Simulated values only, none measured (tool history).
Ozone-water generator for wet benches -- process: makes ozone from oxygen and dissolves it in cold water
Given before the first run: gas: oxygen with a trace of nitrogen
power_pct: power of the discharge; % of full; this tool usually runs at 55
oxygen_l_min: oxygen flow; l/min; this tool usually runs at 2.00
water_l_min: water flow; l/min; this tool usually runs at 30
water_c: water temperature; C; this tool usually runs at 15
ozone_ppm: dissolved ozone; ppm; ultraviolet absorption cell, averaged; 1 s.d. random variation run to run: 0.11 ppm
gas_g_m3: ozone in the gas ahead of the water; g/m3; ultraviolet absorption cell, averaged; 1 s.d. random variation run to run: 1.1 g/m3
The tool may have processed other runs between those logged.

run 1 hour=0.0 | power_pct=55 oxygen_l_min=2.00 water_l_min=30 water_c=15 | ozone_ppm=7.2 gas_g_m3=193.6
run 2 hour=82.1 | power_pct=55 oxygen_l_min=2.00 water_l_min=30 water_c=15 | ozone_ppm=7.3 gas_g_m3=192.2
run 3 hour=156.7 | power_pct=55 oxygen_l_min=2.00 water_l_min=30 water_c=15 | ozone_ppm=7.1 gas_g_m3=193.4
run 4 hour=229.3 | power_pct=55 oxygen_l_min=2.00 water_l_min=30 water_c=15 | ozone_ppm=7.1 gas_g_m3=192.0
run 5 hour=287.9 | power_pct=55 oxygen_l_min=2.00 water_l_min=30 water_c=15 | ozone_ppm=6.9 gas_g_m3=189.7
run 6 hour=376.3 | power_pct=55 oxygen_l_min=2.00 water_l_min=30 water_c=15 | ozone_ppm=6.9 gas_g_m3=188.2
run 7 hour=462.9 | power_pct=55 oxygen_l_min=2.00 water_l_min=30 water_c=15 | ozone_ppm=7.0 gas_g_m3=189.4
run 8 hour=560.4 | power_pct=55 oxygen_l_min=2.00 water_l_min=30 water_c=15 | ozone_ppm=6.7 gas_g_m3=190.9
run 9 hour=617.9 | power_pct=55 oxygen_l_min=2.00 water_l_min=30 water_c=9 | ozone_ppm=7.1 gas_g_m3=190.1
run 10 hour=686.6 | power_pct=55 oxygen_l_min=2.00 water_l_min=27 water_c=9 | ozone_ppm=8.1 gas_g_m3=188.4
run 11 hour=743.7 | power_pct=93 oxygen_l_min=2.00 water_l_min=30 water_c=15 | ozone_ppm=9.7 gas_g_m3=263.9
run 12 hour=815.3 | power_pct=55 oxygen_l_min=2.00 water_l_min=23 water_c=15 | ozone_ppm=8.9 gas_g_m3=188.1
run 13 hour=901.0 | power_pct=55 oxygen_l_min=2.00 water_l_min=30 water_c=15 | ozone_ppm=6.7 gas_g_m3=185.9
run 14 hour=992.5 | power_pct=55 oxygen_l_min=2.00 water_l_min=30 water_c=15 | ozone_ppm=6.9 gas_g_m3=186.0
run 15 hour=1071.4 | power_pct=55 oxygen_l_min=2.00 water_l_min=30 water_c=15 | ozone_ppm=6.8 gas_g_m3=184.7
run 16 hour=1185.3 | power_pct=55 oxygen_l_min=2.00 water_l_min=30 water_c=15 | ozone_ppm=6.6 gas_g_m3=186.0
run 17 hour=1252.7 | power_pct=55 oxygen_l_min=2.00 water_l_min=30 water_c=7 | ozone_ppm=7.1 gas_g_m3=184.6
run 18 hour=1334.1 | power_pct=55 oxygen_l_min=3.18 water_l_min=18 water_c=7 | ozone_ppm=12.3 gas_g_m3=132.9
run 19 hour=1386.7 | power_pct=55 oxygen_l_min=3.01 water_l_min=30 water_c=15 | ozone_ppm=7.1 gas_g_m3=138.0
run 20 hour=1447.9 | power_pct=50 oxygen_l_min=1.26 water_l_min=30 water_c=19 | ozone_ppm=5.5 gas_g_m3=238.5
run 21 hour=1499.6 | power_pct=70 oxygen_l_min=2.00 water_l_min=30 water_c=15 | ozone_ppm=8.0 gas_g_m3=213.5
run 22 hour=1582.1 | power_pct=64 oxygen_l_min=2.00 water_l_min=30 water_c=9 | ozone_ppm=7.4 gas_g_m3=201.8
run 23 hour=1692.5 | power_pct=64 oxygen_l_min=2.00 water_l_min=30 water_c=9 | ozone_ppm=7.3 gas_g_m3=198.3
run 24 hour=1781.7 | power_pct=85 oxygen_l_min=2.00 water_l_min=30 water_c=8 | ozone_ppm=8.8 gas_g_m3=237.8
run 25 hour=1894.2 | power_pct=85 oxygen_l_min=2.00 water_l_min=30 water_c=8 | ozone_ppm=8.9 gas_g_m3=238.8
run 26 hour=1982.7 | power_pct=85 oxygen_l_min=2.00 water_l_min=30 water_c=8 | ozone_ppm=8.8 gas_g_m3=233.8
run 27 hour=2042.7 | power_pct=46 oxygen_l_min=1.06 water_l_min=29 water_c=8 | ozone_ppm=5.7 gas_g_m3=249.6
run 28 hour=2104.6 | power_pct=55 oxygen_l_min=2.00 water_l_min=43 water_c=20 | ozone_ppm=4.5 gas_g_m3=179.4
run 29 hour=2219.9 | power_pct=55 oxygen_l_min=2.00 water_l_min=43 water_c=20 | ozone_ppm=4.5 gas_g_m3=177.4
run 30 hour=2266.7 | power_pct=55 oxygen_l_min=2.00 water_l_min=43 water_c=7 | ozone_ppm=4.6 gas_g_m3=177.5
run 31 hour=2319.7 | power_pct=55 oxygen_l_min=2.00 water_l_min=30 water_c=7 | ozone_ppm=6.9 gas_g_m3=177.2
run 32 hour=2378.3 | power_pct=53 oxygen_l_min=2.32 water_l_min=30 water_c=15 | ozone_ppm=6.7 gas_g_m3=155.7

Not shown: 3 entries that the log had between the listed runs. Between which runs, and how does the tool's hidden state differ before and after?
From run 19 to run 20: water thermometer calibrated (hour 1392.1)
  yield of the discharge, % of new electrodes': 87.5 -> 87.2; contactor's efficiency, % of a clean one's: 92 -> 91.9; true water temperature over the reading, C: 0.04 -> 0.05
  measured value less the no-hidden-state value, ozone_ppm: -1.3 -> -0.9 ppm; gas_g_m3: -16.3 -> -26.4 g/m3
From run 22 to run 23: water thermometer calibrated, once more (hour 1625.0)
  yield of the discharge, % of new electrodes': 86.7 -> 86.3; contactor's efficiency, % of a clean one's: 91.6 -> 91.3; true water temperature over the reading, C: 0.06 -> 0.1
  measured value less the no-hidden-state value, ozone_ppm: -1.5 -> -1.6 ppm; gas_g_m3: -28.9 -> -29.4 g/m3
From run 26 to run 27: contactor cleaned (hour 2021.6)
  yield of the discharge, % of new electrodes': 85.2 -> 84.9; contactor's efficiency, % of a clean one's: 90.6 -> 99.7
  measured value less the no-hidden-state value, ozone_ppm: -2.3 -> -0.7 ppm; gas_g_m3: -46.6 -> -30.9 g/m3
